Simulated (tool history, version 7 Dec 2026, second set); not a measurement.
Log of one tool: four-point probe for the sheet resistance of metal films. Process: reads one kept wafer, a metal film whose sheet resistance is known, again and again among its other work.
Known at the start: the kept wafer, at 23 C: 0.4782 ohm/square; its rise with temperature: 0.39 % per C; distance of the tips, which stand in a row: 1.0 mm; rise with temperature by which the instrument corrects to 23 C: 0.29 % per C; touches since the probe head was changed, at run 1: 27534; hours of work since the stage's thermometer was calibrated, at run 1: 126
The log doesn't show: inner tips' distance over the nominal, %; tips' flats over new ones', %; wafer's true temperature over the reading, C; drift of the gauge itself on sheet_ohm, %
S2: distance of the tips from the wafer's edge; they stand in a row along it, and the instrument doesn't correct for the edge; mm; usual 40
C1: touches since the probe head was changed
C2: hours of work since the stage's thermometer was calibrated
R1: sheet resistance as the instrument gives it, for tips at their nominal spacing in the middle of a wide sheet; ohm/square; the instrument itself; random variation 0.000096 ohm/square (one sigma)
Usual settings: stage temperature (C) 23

Run 1, hour 0.0: usual settings; C1 27534; C2 126. Result: R1 0.478186 ohm/square.
Run 2, hour 34.3: usual settings but S2 26 mm; C1 28308; C2 146. Result: R1 0.478313 ohm/square.
Run 3, hour 79.6: usual settings but S2 26 mm; C1 29330; C2 173. Result: R1 0.478498 ohm/square.
Run 4, hour 122.3: usual settings but stage temperature (C) 22; C1 30295; C2 198. Result: R1 0.477824 ohm/square.
Run 5, hour 161.2: usual settings but stage temperature (C) 22; C1 31174; C2 222. Result: R1 0.477903 ohm/square.
Run 6, hour 194.4: usual settings but stage temperature (C) 22; C1 31922; C2 241. Result: R1 0.477900 ohm/square.
Run 7, hour 219.7: usual settings but stage temperature (C) 22; C1 32493; C2 256. Result: R1 0.477802 ohm/square.
Run 8, hour 248.4: usual settings; C1 33142; C2 273. Result: R1 0.478456 ohm/square.
Run 9, hour 273.1: usual settings; C1 33699; C2 288. Result: R1 0.478419 ohm/square.
Run 10, hour 298.0: usual settings; C1 34262; C2 303. Result: R1 0.478271 ohm/square.
Run 11, hour 321.9: usual settings; C1 34801; C2 317. Result: R1 0.478370 ohm/square.
Run 12, hour 364.9: usual settings; C1 35773; C2 343. Result: R1 0.478397 ohm/square.
Run 13, hour 409.8: usual settings but S2 30 mm; C1 36786; C2 369. Result: R1 0.478696 ohm/square.
Run 14, hour 454.3: usual settings; C1 37792; C2 396. Result: R1 0.478399 ohm/square.
Run 15, hour 485.4: usual settings; C1 38493; C2 414. Result: R1 0.478488 ohm/square.
Run 16, hour 532.5: usual settings; C1 39558; C2 442. Result: R1 0.478592 ohm/square.
Run 17, hour 566.8: usual settings; C1 40333; C2 463. Result: R1 0.478450 ohm/square.
Run 18, hour 594.3: usual settings; C1 40953; C2 479. Result: R1 0.478511 ohm/square.
Run 19, hour 635.4: usual settings but stage temperature (C) 19; C1 41881; C2 503. Result: R1 0.476844 ohm/square.
Run 20, hour 675.2: usual settings but stage temperature (C) 19; C1 42780; C2 527. Result: R1 0.476628 ohm/square.
Run 21, hour 699.1: usual settings but stage temperature (C) 19; C1 43318; C2 541. Result: R1 0.476687 ohm/square.
Run 22, hour 741.9: usual settings but S2 26 mm; C1 44285; C2 567. Result: R1 0.479138 ohm/square.
Run 23, hour 788.5: usual settings but S2 26 mm; C1 45337; C2 594. Result: R1 0.478849 ohm/square.
Run 24, hour 831.4: usual settings but stage temperature (C) 27, S2 4 mm; C1 46305; C2 620. Result: R1 0.496008 ohm/square.
Run 25, hour 875.9: usual settings but stage temperature (C) 27, S2 4 mm; C1 47311; C2 646. Result: R1 0.496128 ohm/square.
Run 26, hour 919.1: usual settings but stage temperature (C) 19, S2 7 mm; C1 48287; C2 672. Result: R1 0.482068 ohm/square.
Run 27, hour 947.9: usual settings but stage temperature (C) 19, S2 7 mm; C1 48936; C2 689. Result: R1 0.481916 ohm/square.
Run 28, hour 979.9: usual settings but stage temperature (C) 28, S2 14 mm; C1 49658; C2 708. Result: R1 0.482289 ohm/square.

Forecast run 29:
Run 29, hour 1012.5: usual settings but stage temperature (C) 27, S2 10 mm; C1 50395; C2 727. Result: R1 ?.

{"run 29": {"R1": 0.483183}}
Without the tool's hidden state the same run would have given R1 0.482671 ohm/square.
